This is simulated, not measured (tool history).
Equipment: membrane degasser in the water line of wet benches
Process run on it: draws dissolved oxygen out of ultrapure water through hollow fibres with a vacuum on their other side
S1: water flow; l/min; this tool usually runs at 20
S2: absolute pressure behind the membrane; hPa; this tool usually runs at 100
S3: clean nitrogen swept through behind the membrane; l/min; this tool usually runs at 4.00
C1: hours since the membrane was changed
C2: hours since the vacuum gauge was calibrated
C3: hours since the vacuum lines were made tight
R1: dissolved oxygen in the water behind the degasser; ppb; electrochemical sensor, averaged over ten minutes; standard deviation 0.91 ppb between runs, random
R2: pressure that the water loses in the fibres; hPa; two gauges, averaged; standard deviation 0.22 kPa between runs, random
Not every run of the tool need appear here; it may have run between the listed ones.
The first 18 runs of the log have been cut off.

{"run": 19, "day": 110.954, "S1": 20, "S2": 100, "S3": 4.0, "C1": 6964, "C2": 2420, "C3": 2662, "R1": 85.6, "R2": 561.7}
{"run": 20, "day": 115.833, "S1": 16, "S2": 208, "S3": 8.06, "C1": 7082, "C2": 2537, "C3": 2780, "R1": 86.2, "R2": 449.0}
{"run": 21, "day": 120.325, "S1": 20, "S2": 88, "S3": 4.0, "C1": 7189, "C2": 2645, "C3": 2887, "R1": 71.4, "R2": 555.8}
{"run": 22, "day": 126.088, "S1": 15, "S2": 176, "S3": 2.53, "C1": 7328, "C2": 2783, "C3": 3026, "R1": 206.5, "R2": 419.6}
{"run": 23, "day": 130.625, "S1": 22, "S2": 189, "S3": 4.0, "C1": 7437, "C2": 2892, "C3": 3135, "R1": 209.7, "R2": 616.0}
{"run": 24, "day": 136.008, "S1": 22, "S2": 65, "S3": 4.0, "C1": 7566, "C2": 3021, "C3": 3264, "R1": 48.9, "R2": 614.1}
{"run": 25, "day": 141.042, "S1": 26, "S2": 199, "S3": 4.36, "C1": 7686, "C2": 3142, "C3": 3384, "R1": 248.0, "R2": 726.6}
{"run": 26, "day": 145.546, "S1": 26, "S2": 199, "S3": 4.36, "C1": 7795, "C2": 3250, "C3": 3493, "R1": 249.6, "R2": 734.6}
{"run": 27, "day": 152.304, "S1": 23, "S2": 61, "S3": 10.19, "C1": 7957, "C2": 3413, "C3": 3655, "R1": 24.0, "R2": 648.0}
{"run": 28, "day": 156.883, "S1": 28, "S2": 65, "S3": 4.24, "C1": 8067, "C2": 3522, "C3": 3765, "R1": 73.4, "R2": 786.1}
{"run": 29, "day": 163.067, "S1": 21, "S2": 192, "S3": 6.97, "C1": 8215, "C2": 3671, "C3": 3913, "R1": 122.3, "R2": 587.6}
{"run": 30, "day": 168.383, "S1": 25, "S2": 70, "S3": 2.37, "C1": 8343, "C2": 3798, "C3": 4041, "R1": 105.4, "R2": 701.9}
{"run": 31, "day": 175.229, "S1": 23, "S2": 152, "S3": 2.63, "C1": 8507, "C2": 3963, "C3": 4205, "R1": 247.9, "R2": 647.7}
{"run": 32, "day": 180.242, "S1": 20, "S2": 107, "S3": 4.0, "C1": 8627, "C2": 4083, "C3": 4325, "R1": 93.3, "R2": 562.0}

Predict each of these 4 candidate next runs independently; none follows another, all start after run 32:
{"run": "A", "day": 185.108, "S1": 14, "S2": 144, "S3": 5.45, "C1": 8744, "C2": 4200, "C3": 4442, "R1": "?", "R2": "?"}
{"run": "B", "day": 185.108, "S1": 19, "S2": 95, "S3": 2.22, "C1": 8744, "C2": 4200, "C3": 4442, "R1": "?", "R2": "?"}
{"run": "C", "day": 185.108, "S1": 18, "S2": 107, "S3": 4.0, "C1": 8744, "C2": 4200, "C3": 4442, "R1": "?", "R2": "?"}
{"run": "D", "day": 185.108, "S1": 31, "S2": 107, "S3": 4.0, "C1": 8744, "C2": 4200, "C3": 4442, "R1": "?", "R2": "?"}

run=A R1=71.1 R2=395.6
run=B R1=130.4 R2=534.0
run=C R1=83.0 R2=504.4
run=D R1=165.6 R2=877.5
With no hidden state in the tool, these same runs would have given:
run=A R1=71.0 R2=385.7
run=B R1=130.1 R2=520.6
run=C R1=82.8 R2=491.7
run=D R1=165.2 R2=855.5
